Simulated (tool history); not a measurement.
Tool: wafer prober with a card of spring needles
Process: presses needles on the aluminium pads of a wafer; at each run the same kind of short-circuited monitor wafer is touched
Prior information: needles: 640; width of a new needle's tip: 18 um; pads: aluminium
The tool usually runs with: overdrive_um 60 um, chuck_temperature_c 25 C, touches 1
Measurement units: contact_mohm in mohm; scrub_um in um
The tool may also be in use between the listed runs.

run     day  overdrive_um  chuck_temperature_c  touches  contact_mohm  scrub_um
  1       0            60                   25        1           362     12.29
  2   0.479            43                   25        1           363      8.76
  3   0.821            43                   25        1           576      8.76
  4   1.238            57                   25        1           348     11.62
  5   1.558            57                   25        1           445     11.65
  6   2.012            57                   25        1           409     11.63
  7   2.358            57                   25        1           249     11.61
  8   2.779            60                   25        1           409     12.23
  9   3.162            60                   25        1           339     12.18
 10   3.496            60                   25        1           429     12.23
 11   3.717            60                   25        1           306     12.16
 12   3.958            60                   25        1           389     12.44
 13   4.171            60                   25        1           430     12.43
 14   4.529            60                   25        1           379     12.42
 15   4.746            60                   25        2           347     12.44
 16   5.083            49                   25        1           411     10.11
 17   5.367            49                   25        1           513      10.1
 18   5.575            60                   47        1           297      12.4
 19   5.896            60                   86        1           402     12.38
 20   6.125            68                   52        1           252     14.04
 21     6.4            48                   34        2           367      9.89
 22   6.621            62                   25        1           415     12.78
 23   7.083            60                   47        2           327     12.36
 24   7.475            60                   47        2           276     12.33
 25   7.767            60                   47        2           330     12.34
 26   8.158            60                   48        1           340     12.34
 27   8.462            59                   25        1           423     12.12
 28    8.75            59                   67        1           322     12.12
 29   9.025            60                   33        2           332      12.3
 30   9.312            60                   33        2           266     12.28
 31   9.696            54                   25        1           467     11.06
 32   9.912            54                   25        1           296     11.03
 33  10.267            44                   25        1           564      8.96
 34  10.625            44                   25        1           405      8.92
 35  11.008            50                   91        1           514     10.19

Missing from the log above: 18 entries noted between runs. For each, name the pair of listed runs it sits between and say how the tool's hidden condition differs from the listed run just before to the listed run just after:
From run 1 to run 2: tips cleaned on abrasive film (day 0.404)
  debris on the tips, nm: 109.2 -> 53.5; way that the needles fall short of the set height, um: 0.71 -> 0.8; tips' diameter, um: 18.67 -> 18.7
  the result without the hidden state subtracted from the measured one, contact_mohm: +139 -> +130 mohm; scrub_um: -0.15 -> -0.16 um
From run 3 to run 4: tips cleaned on abrasive film (day 1.054)
  debris on the tips, nm: 144.7 -> 84.1; way that the needles fall short of the set height, um: 0.8 -> 0.89; tips' diameter, um: 18.7 -> 18.73
  the result without the hidden state subtracted from the measured one, contact_mohm: +347 -> +121 mohm; scrub_um: -0.16 -> -0.18 um
From run 5 to run 6: tips cleaned on abrasive film (day 1.704)
  debris on the tips, nm: 152.2 -> 130.4; way that the needles fall short of the set height, um: 0.89 -> 0.95; tips' diameter, um: 18.73 -> 18.75
  the result without the hidden state subtracted from the measured one, contact_mohm: +218 -> +186 mohm; scrub_um: -0.19 -> -0.2 um
From run 6 to run 7: tips cleaned on abrasive film (day 2.35)
  debris on the tips, nm: 130.4 -> 18.5; way that the needles fall short of the set height, um: 0.95 -> 1.05; tips' diameter, um: 18.75 -> 18.79
  the result without the hidden state subtracted from the measured one, contact_mohm: +186 -> +27 mohm; scrub_um: -0.2 -> -0.21 um
From run 8 to run 9: tips cleaned on abrasive film (day 2.983)
  debris on the tips, nm: 144.1 -> 83.8; way that the needles fall short of the set height, um: 1.05 -> 1.13; tips' diameter, um: 18.79 -> 18.81
  the result without the hidden state subtracted from the measured one, contact_mohm: +186 -> +112 mohm; scrub_um: -0.22 -> -0.24 um
From run 10 to run 11: tips cleaned on abrasive film (day 3.612)
  debris on the tips, nm: 156.9 -> 63.1; way that the needles fall short of the set height, um: 1.13 -> 1.2; tips' diameter, um: 18.81 -> 18.84
  the result without the hidden state subtracted from the measured one, contact_mohm: +206 -> +83 mohm; scrub_um: -0.23 -> -0.24 um
From run 11 to run 12: height of the first contact set anew (day 3.833)
  debris on the tips, nm: 63.1 -> 126.7; way that the needles fall short of the set height, um: 1.2 -> 0
  the result without the hidden state subtracted from the measured one, contact_mohm: +83 -> +162 mohm; scrub_um: -0.24 -> +0 um
From run 13 to run 14: tips cleaned on abrasive film (day 4.238)
  debris on the tips, nm: 157.4 -> 123.9; way that the needles fall short of the set height, um: 0 -> 0.08; tips' diameter, um: 18.84 -> 18.87
  the result without the hidden state subtracted from the measured one, contact_mohm: +203 -> +157 mohm; scrub_um: +0 -> -0.02 um
From run 15 to run 16: tips cleaned on abrasive film (day 4.879)
  debris on the tips, nm: 158.6 -> 98.2; way that the needles fall short of the set height, um: 0.08 -> 0.18; tips' diameter, um: 18.87 -> 18.9
  the result without the hidden state subtracted from the measured one, contact_mohm: +122 -> +183 mohm; scrub_um: -0.02 -> -0.04 um
From run 17 to run 18: tips cleaned on abrasive film (day 5.492)
  debris on the tips, nm: 152 -> 55.7; way that the needles fall short of the set height, um: 0.18 -> 0.25; tips' diameter, um: 18.9 -> 18.93
  the result without the hidden state subtracted from the measured one, contact_mohm: +284 -> +70 mohm; scrub_um: -0.04 -> -0.05 um
From run 19 to run 20: tips cleaned on abrasive film (day 6.108)
  debris on the tips, nm: 139.8 -> 23.4; way that the needles fall short of the set height, um: 0.25 -> 0.31; tips' diameter, um: 18.93 -> 18.95
  the result without the hidden state subtracted from the measured one, contact_mohm: +163 -> +23 mohm; scrub_um: -0.05 -> -0.07 um
From run 22 to run 23: tips cleaned on abrasive film (day 6.746)
  debris on the tips, nm: 156.3 -> 123.5; way that the needles fall short of the set height, um: 0.31 -> 0.41; tips' diameter, um: 18.95 -> 18.98
  the result without the hidden state subtracted from the measured one, contact_mohm: +190 -> +95 mohm; scrub_um: -0.07 -> -0.08 um
From run 23 to run 24: tips cleaned on abrasive film (day 7.379)
  debris on the tips, nm: 123.5 -> 62.4; way that the needles fall short of the set height, um: 0.41 -> 0.47; tips' diameter, um: 18.98 -> 19
  the result without the hidden state subtracted from the measured one, contact_mohm: +95 -> +47 mohm; scrub_um: -0.08 -> -0.1 um
From run 25 to run 26: tips cleaned on abrasive film (day 8.008)
  debris on the tips, nm: 138.4 -> 83.1; way that the needles fall short of the set height, um: 0.47 -> 0.57; tips' diameter, um: 19 -> 19.04
  the result without the hidden state subtracted from the measured one, contact_mohm: +104 -> +107 mohm; scrub_um: -0.1 -> -0.12 um
From run 27 to run 28: tips cleaned on abrasive film (day 8.629)
  debris on the tips, nm: 148.7 -> 67.7; way that the needles fall short of the set height, um: 0.57 -> 0.65; tips' diameter, um: 19.04 -> 19.06
  the result without the hidden state subtracted from the measured one, contact_mohm: +201 -> +87 mohm; scrub_um: -0.12 -> -0.14 um
From run 29 to run 30: tips cleaned on abrasive film (day 9.25)
  debris on the tips, nm: 137.1 -> 49; way that the needles fall short of the set height, um: 0.65 -> 0.75; tips' diameter, um: 19.06 -> 19.1
  the result without the hidden state subtracted from the measured one, contact_mohm: +107 -> +40 mohm; scrub_um: -0.13 -> -0.15 um
From run 31 to run 32: tips cleaned on abrasive film (day 9.867)
  debris on the tips, nm: 151.7 -> 41.1; way that the needles fall short of the set height, um: 0.75 -> 0.81; tips' diameter, um: 19.1 -> 19.12
  the result without the hidden state subtracted from the measured one, contact_mohm: +243 -> +68 mohm; scrub_um: -0.15 -> -0.17 um
From run 33 to run 34: tips cleaned on abrasive film (day 10.492)
  debris on the tips, nm: 142.7 -> 71.3; way that the needles fall short of the set height, um: 0.81 -> 0.89; tips' diameter, um: 19.12 -> 19.15
  the result without the hidden state subtracted from the measured one, contact_mohm: +337 -> +173 mohm; scrub_um: -0.17 -> -0.18 um
